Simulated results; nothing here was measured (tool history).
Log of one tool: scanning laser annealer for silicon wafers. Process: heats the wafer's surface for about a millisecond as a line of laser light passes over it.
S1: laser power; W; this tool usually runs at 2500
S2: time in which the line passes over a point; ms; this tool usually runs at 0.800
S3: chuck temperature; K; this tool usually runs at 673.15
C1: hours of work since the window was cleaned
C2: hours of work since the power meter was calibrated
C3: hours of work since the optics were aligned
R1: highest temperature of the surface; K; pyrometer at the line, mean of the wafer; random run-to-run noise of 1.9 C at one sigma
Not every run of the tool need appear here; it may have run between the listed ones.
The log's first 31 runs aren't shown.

run,hour,S1,S2,S3,C1,C2,C3,R1
32,653.4,2481,0.795,691.15,624,511,144,1403.15
33,673.4,2262,0.900,636.15,639,525,158,1317.15
34,691.2,2262,0.900,636.15,652,538,171,1314.15
35,719.1,2262,0.900,636.15,672,559,192,1312.15
36,737.4,2262,0.900,636.15,686,573,206,1314.15
37,755.8,2464,0.633,705.15,700,586,219,1328.15
# hour 764.7: window over the wafer cleaned
38,781.0,2464,0.633,705.15,12,603,236,1356.15
39,810.6,2500,0.631,639.15,34,625,258,1298.15
40,837.5,2599,0.987,676.15,54,645,278,1554.15
41,861.4,2599,0.987,659.15,71,663,296,1537.15
42,885.6,2599,0.987,659.15,89,681,314,1534.15

Here are 3 independent what-if runs from the current tool condition. What would each one return?
A,903.5,2500,0.957,672.15,102,694,327,?
B,903.5,2156,0.591,662.15,102,694,327,?
C,903.5,2739,0.701,637.15,102,694,327,?

run,R1
A,1492.15
B,1191.15
C,1416.15
With the hidden condition removed and each run's random variation left untouched, the same runs would have given:
run,R1
A,1505.15
B,1199.15
C,1428.15

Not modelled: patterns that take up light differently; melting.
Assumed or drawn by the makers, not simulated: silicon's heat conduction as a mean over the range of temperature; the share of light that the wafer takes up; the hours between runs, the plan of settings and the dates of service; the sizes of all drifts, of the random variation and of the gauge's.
